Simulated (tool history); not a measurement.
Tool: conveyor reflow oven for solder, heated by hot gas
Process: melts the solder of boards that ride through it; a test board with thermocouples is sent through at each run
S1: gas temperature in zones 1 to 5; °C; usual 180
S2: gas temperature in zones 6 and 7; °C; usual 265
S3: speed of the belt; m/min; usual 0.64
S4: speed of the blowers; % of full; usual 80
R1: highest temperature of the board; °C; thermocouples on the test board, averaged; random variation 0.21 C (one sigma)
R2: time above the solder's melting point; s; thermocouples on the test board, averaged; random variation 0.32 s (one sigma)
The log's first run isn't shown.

run 2 hour=11.3 | S1=191 S2=265 S3=0.64 S4=80 | R1=250.5 R2=61.6
run 3 hour=17.8 | S1=193 S2=265 S3=0.64 S4=80 | R1=251.1 R2=63
-- hour=29.6 flux residue cleaned out of gas plates and filters
run 4 hour=30.8 | S1=193 S2=265 S3=0.64 S4=80 | R1=251.3 R2=62.9
run 5 hour=40.4 | S1=180 S2=265 S3=0.723 S4=80 | R1=245.1 R2=44.9
run 6 hour=49.7 | S1=180 S2=265 S3=0.723 S4=80 | R1=245 R2=45.3
run 7 hour=61.8 | S1=180 S2=265 S3=0.723 S4=80 | R1=245 R2=45.1
run 8 hour=71 | S1=190 S2=265 S3=0.723 S4=80 | R1=246.9 R2=50.5
run 9 hour=80 | S1=190 S2=265 S3=0.723 S4=80 | R1=247.5 R2=51.1
run 10 hour=85.8 | S1=190 S2=265 S3=0.723 S4=80 | R1=247.3 R2=51.1
run 11 hour=97.7 | S1=190 S2=265 S3=0.723 S4=80 | R1=247.2 R2=51
run 12 hour=104.8 | S1=190 S2=265 S3=0.723 S4=80 | R1=247.4 R2=50.9
run 13 hour=113.8 | S1=190 S2=265 S3=0.723 S4=80 | R1=247.6 R2=50.9
run 14 hour=124.2 | S1=190 S2=265 S3=0.723 S4=80 | R1=247.2 R2=50.7
run 15 hour=131.4 | S1=190 S2=265 S3=0.723 S4=80 | R1=247.3 R2=51

The next listed run, before its measurement:
run 16 hour=140.8 | S1=190 S2=265 S3=0.723 S4=80 | R1=? R2=?

R1: 247.1 °C
R2: 51.5 s
Without the tool's hidden state the same run would have given R1 247.2 °C, R2 51.5 s.
